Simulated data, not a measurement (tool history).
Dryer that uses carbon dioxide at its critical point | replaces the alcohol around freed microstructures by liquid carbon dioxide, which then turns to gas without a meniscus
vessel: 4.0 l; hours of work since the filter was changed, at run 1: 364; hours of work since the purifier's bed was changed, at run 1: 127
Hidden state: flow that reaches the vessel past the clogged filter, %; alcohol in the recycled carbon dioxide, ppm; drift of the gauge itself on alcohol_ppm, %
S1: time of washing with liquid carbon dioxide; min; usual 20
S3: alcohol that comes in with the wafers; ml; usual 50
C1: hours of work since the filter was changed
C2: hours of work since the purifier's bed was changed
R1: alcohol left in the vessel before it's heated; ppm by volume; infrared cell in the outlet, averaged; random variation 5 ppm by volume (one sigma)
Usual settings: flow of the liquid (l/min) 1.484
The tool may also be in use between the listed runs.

{"run": 1, "hour": 0.0, "S1": 20, "flow of the liquid (l/min)": 1.484, "S3": 50, "C1": 364, "C2": 127, "R1": 81}
{"run": 2, "hour": 10.0, "S1": 20, "flow of the liquid (l/min)": 1.484, "S3": 50, "C1": 367, "C2": 131, "R1": 77}
{"run": 3, "hour": 22.2, "S1": 20, "flow of the liquid (l/min)": 1.484, "S3": 63, "C1": 372, "C2": 135, "R1": 87}
{"run": 4, "hour": 32.7, "S1": 20, "flow of the liquid (l/min)": 1.484, "S3": 92, "C1": 375, "C2": 139, "R1": 113}
{"run": 5, "hour": 44.0, "S1": 20, "flow of the liquid (l/min)": 1.484, "S3": 50, "C1": 379, "C2": 143, "R1": 88}
{"run": 6, "hour": 52.5, "S1": 20, "flow of the liquid (l/min)": 1.484, "S3": 41, "C1": 382, "C2": 146, "R1": 78}
{"run": 7, "hour": 62.1, "S1": 20, "flow of the liquid (l/min)": 1.484, "S3": 41, "C1": 386, "C2": 150, "R1": 87}
{"run": 8, "hour": 74.5, "S1": 20, "flow of the liquid (l/min)": 1.484, "S3": 21, "C1": 390, "C2": 154, "R1": 82}
{"run": 9, "hour": 80.9, "S1": 20, "flow of the liquid (l/min)": 1.37, "S3": 50, "C1": 393, "C2": 157, "R1": 108}
{"run": 10, "hour": 94.4, "S1": 20, "flow of the liquid (l/min)": 1.37, "S3": 50, "C1": 398, "C2": 161, "R1": 110}
{"run": 11, "hour": 107.7, "S1": 20, "flow of the liquid (l/min)": 1.02, "S3": 50, "C1": 402, "C2": 166, "R1": 268}
{"run": 12, "hour": 120.6, "S1": 20, "flow of the liquid (l/min)": 1.02, "S3": 50, "C1": 407, "C2": 171, "R1": 259}
{"run": 13, "hour": 127.0, "S1": 20, "flow of the liquid (l/min)": 2.1, "S3": 50, "C1": 409, "C2": 173, "R1": 78}
{"run": 14, "hour": 134.6, "S1": 20, "flow of the liquid (l/min)": 2.1, "S3": 50, "C1": 412, "C2": 176, "R1": 77}
{"run": 15, "hour": 146.4, "S1": 20, "flow of the liquid (l/min)": 2.1, "S3": 50, "C1": 416, "C2": 180, "R1": 89}
{"run": 16, "hour": 153.9, "S1": 13, "flow of the liquid (l/min)": 1.484, "S3": 51, "C1": 419, "C2": 183, "R1": 294}
{"run": 17, "hour": 161.7, "S1": 19, "flow of the liquid (l/min)": 2.45, "S3": 46, "C1": 422, "C2": 186, "R1": 84}
{"run": 18, "hour": 168.6, "S1": 14, "flow of the liquid (l/min)": 1.43, "S3": 47, "C1": 424, "C2": 188, "R1": 259}
{"hour": 179.4, "done": "inlet filter changed"}
{"run": 19, "hour": 182.3, "S1": 20, "flow of the liquid (l/min)": 1.88, "S3": 42, "C1": 1, "C2": 193, "R1": 94}
{"run": 20, "hour": 190.1, "S1": 20, "flow of the liquid (l/min)": 1.88, "S3": 42, "C1": 4, "C2": 196, "R1": 94}
{"run": 21, "hour": 201.9, "S1": 12, "flow of the liquid (l/min)": 1.484, "S3": 50, "C1": 8, "C2": 200, "R1": 259}
{"run": 22, "hour": 211.0, "S1": 20, "flow of the liquid (l/min)": 1.96, "S3": 46, "C1": 11, "C2": 203, "R1": 76}
{"run": 23, "hour": 217.8, "S1": 20, "flow of the liquid (l/min)": 1.96, "S3": 46, "C1": 14, "C2": 206, "R1": 97}
{"run": 24, "hour": 224.9, "S1": 20, "flow of the liquid (l/min)": 1.484, "S3": 23, "C1": 16, "C2": 208, "R1": 90}
{"run": 25, "hour": 237.6, "S1": 20, "flow of the liquid (l/min)": 1.484, "S3": 23, "C1": 21, "C2": 213, "R1": 90}
{"run": 26, "hour": 246.7, "S1": 28, "flow of the liquid (l/min)": 1.77, "S3": 23, "C1": 24, "C2": 216, "R1": 94}
{"run": 27, "hour": 257.2, "S1": 26, "flow of the liquid (l/min)": 1.77, "S3": 23, "C1": 28, "C2": 220, "R1": 104}
{"run": 28, "hour": 267.6, "S1": 21, "flow of the liquid (l/min)": 1.484, "S3": 70, "C1": 32, "C2": 223, "R1": 107}

How the hidden state differs across the entries between the runs, from the last listed run before each to the first after it:
Between runs 18 and 19: inlet filter changed (hour 179.4)
  flow that reaches the vessel past the clogged filter, %: 87.6 -> 99.9; alcohol in the recycled carbon dioxide, ppm: 84.9 -> 87
  measured less the result without the state, R1: +156 -> +83 ppm by volume

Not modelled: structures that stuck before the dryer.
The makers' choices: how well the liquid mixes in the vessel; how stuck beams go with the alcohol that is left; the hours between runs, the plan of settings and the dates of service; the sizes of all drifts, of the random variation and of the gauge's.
